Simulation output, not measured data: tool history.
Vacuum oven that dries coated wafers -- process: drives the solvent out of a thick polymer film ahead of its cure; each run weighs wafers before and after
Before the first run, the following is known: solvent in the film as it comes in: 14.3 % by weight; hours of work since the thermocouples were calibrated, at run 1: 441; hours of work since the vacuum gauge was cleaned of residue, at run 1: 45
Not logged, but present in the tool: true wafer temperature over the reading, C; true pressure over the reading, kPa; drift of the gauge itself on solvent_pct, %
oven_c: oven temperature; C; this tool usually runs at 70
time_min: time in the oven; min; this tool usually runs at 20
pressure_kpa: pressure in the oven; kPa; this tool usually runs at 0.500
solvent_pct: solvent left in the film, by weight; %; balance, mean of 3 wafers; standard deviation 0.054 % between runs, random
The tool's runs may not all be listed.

run,hour,oven_c,time_min,pressure_kpa,hours of work since the thermocouples were calibrated,hours of work since the vacuum gauge was cleaned of residue,solvent_pct
1,0.0,70,20,0.500,441,45,2.20
2,21.4,70,20,0.500,451,55,2.06
3,40.8,70,20,0.500,460,64,2.14
4,62.4,70,19,0.500,470,74,2.13
5,84.9,70,19,0.500,480,84,2.30
6,103.4,70,19,0.500,488,92,2.25
7,117.3,56,19,0.358,494,98,5.86
8,128.2,77,20,0.357,499,103,0.92
9,140.1,80,28,0.759,505,108,0.87
10,152.3,80,28,0.759,510,114,0.82

What if the next run were any one of these 5? Each begins from the tool's condition after run 10:
A,164.4,80,28,0.759,515,119,?
B,164.4,80,28,0.345,515,119,?
C,164.4,70,18,0.500,515,119,?
D,164.4,65,28,0.608,515,119,?
E,164.4,61,34,0.811,515,119,?

run,solvent_pct
A,0.79
B,0.41
C,2.36
D,2.51
E,3.17
Without the tool's hidden state the same runs would have given:
run,solvent_pct
A,0.79
B,0.41
C,2.35
D,2.50
E,3.17
